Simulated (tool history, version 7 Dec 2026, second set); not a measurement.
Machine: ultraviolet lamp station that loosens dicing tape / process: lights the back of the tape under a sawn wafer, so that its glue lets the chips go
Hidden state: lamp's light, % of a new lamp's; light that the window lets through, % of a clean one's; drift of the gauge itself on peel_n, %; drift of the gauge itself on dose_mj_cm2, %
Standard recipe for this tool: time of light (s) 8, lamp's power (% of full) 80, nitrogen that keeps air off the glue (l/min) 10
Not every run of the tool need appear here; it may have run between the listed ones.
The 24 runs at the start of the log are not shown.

run   hour  time of light (s)  lamp's power (% of full)  nitrogen that keeps air off the glue (l/min)  hours of work of the lamp  hours of work since the window was cleaned  force that peels the tape off (N)  light that reached the tape (mJ/cm2)
 25  201.2                  8                        80                                            15                        179                                         179                              0.159                                   346
 26  211.6                  9                        80                                            20                        186                                         186                              0.119                                   387
 27  219.5                 14                        80                                             9                        190                                         190                              0.071                                   604
 28  228.8                  8                        80                                             5                        196                                         196                              0.403                                   343
 29  239.5                  6                        78                                             4                        203                                         203                              1.002                                   248
 30  249.0                 16                        78                                             3                        209                                         209                              0.112                                   662
 31  254.4                  5                        64                                             3                        212                                         212                              2.461                                   173
 32  263.3                  5                        64                                             3                        217                                         217                              2.487                                   169
 33  275.4                  5                        64                                             3                        225                                         225                              2.382                                   168
 34  284.1                  8                        99                                            10                        230                                         230                              0.127                                   415
 35  294.7                 13                        73                                             6                        237                                         237                              0.118                                   497
 36  302.8                 13                        73                                             6                        242                                         242                              0.118                                   496
 37  310.2                  8                        72                                            16                        246                                         246                              0.249                                   297
 38  318.9                 10                        91                                            16                        252                                         252                              0.085                                   469
 39  327.0                 10                        91                                            16                        257                                         257                              0.085                                   469
 40  333.8                  8                        87                                            10                        261                                         261                              0.186                                   355
 41  340.4                  8                        99                                             5                        265                                         265                              0.234                                   406
 42  347.4                  7                        99                                             5                        269                                         269                              0.348                                   360
 43  355.9                  7                        99                                             5                        274                                         274                              0.352                                   358
 44  361.9                  4                        98                                             3                        278                                         278                              1.927                                   197

Below are 3 alternative next runs, each starting from the tool's condition after run 44. Predict each:
  A  373.8                 14                        98                                             3                        285                                         285                                  ?                                     ?
  B  373.8                 11                        70                                             7                        285                                         285                                  ?                                     ?
  C  373.8                 12                        64                                            13                        285                                         285                                  ?                                     ?

run  force that peels the tape off (N)  light that reached the tape (mJ/cm2)
  A                              0.088                                   697
  B                              0.197                                   392
  C                              0.120                                   393
With no hidden state in the tool, these same runs would have given:
run  force that peels the tape off (N)  light that reached the tape (mJ/cm2)
  A                              0.071                                   826
  B                              0.125                                   465
  C                              0.082                                   465
